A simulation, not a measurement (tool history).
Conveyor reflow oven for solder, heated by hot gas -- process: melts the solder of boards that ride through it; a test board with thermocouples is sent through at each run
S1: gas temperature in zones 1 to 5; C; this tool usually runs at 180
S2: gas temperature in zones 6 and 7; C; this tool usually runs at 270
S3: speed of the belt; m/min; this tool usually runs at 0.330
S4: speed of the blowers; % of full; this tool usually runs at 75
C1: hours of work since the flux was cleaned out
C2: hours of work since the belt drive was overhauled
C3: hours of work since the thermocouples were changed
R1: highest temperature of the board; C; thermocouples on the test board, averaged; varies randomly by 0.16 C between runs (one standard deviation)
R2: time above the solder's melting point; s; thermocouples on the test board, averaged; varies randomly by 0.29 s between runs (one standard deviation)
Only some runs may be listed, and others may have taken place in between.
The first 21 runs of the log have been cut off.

run	day	S1	S2	S3	S4	C1	C2	C3	R1	R2
22	5.850	187	269	0.380	60	115	168	395	256.2	94.4
23	6.133	182	276	0.371	60	118	171	398	262.4	99.7
24	6.508	182	276	0.371	60	122	175	401	262.8	99.5
25	6.888	180	261	0.282	75	125	178	405	256.3	127.0
26	7.179	173	283	0.330	75	128	181	408	273.5	116.0
27	7.575	173	271	0.330	50	132	185	412	258.2	102.9
28	7.962	173	271	0.330	50	136	189	415	258.3	102.8
29	8.242	173	271	0.324	50	138	191	418	258.5	105.3
30	8.642	180	270	0.330	81	142	195	422	261.9	112.0
31	8.971	176	259	0.330	87	145	199	425	252.3	101.4

Each row is a separate what-if for the run after 31, all from the same tool condition, not one after another. Results?
A	9.350	180	268	0.330	79	149	202	429	?	?
B	9.350	179	262	0.288	87	149	202	429	?	?
C	9.350	194	259	0.335	87	149	202	429	?	?
D	9.350	192	259	0.330	87	149	202	429	?	?

run	R1	R2
A	260.4	110.3
B	257.4	125.8
C	253.4	112.7
D	253.4	113.1
The same runs, with their run-to-run variation unchanged, on a tool lacking any hidden condition would have given:
run	R1	R2
A	260.7	110.5
B	257.5	126.0
C	253.6	112.8
D	253.6	113.2

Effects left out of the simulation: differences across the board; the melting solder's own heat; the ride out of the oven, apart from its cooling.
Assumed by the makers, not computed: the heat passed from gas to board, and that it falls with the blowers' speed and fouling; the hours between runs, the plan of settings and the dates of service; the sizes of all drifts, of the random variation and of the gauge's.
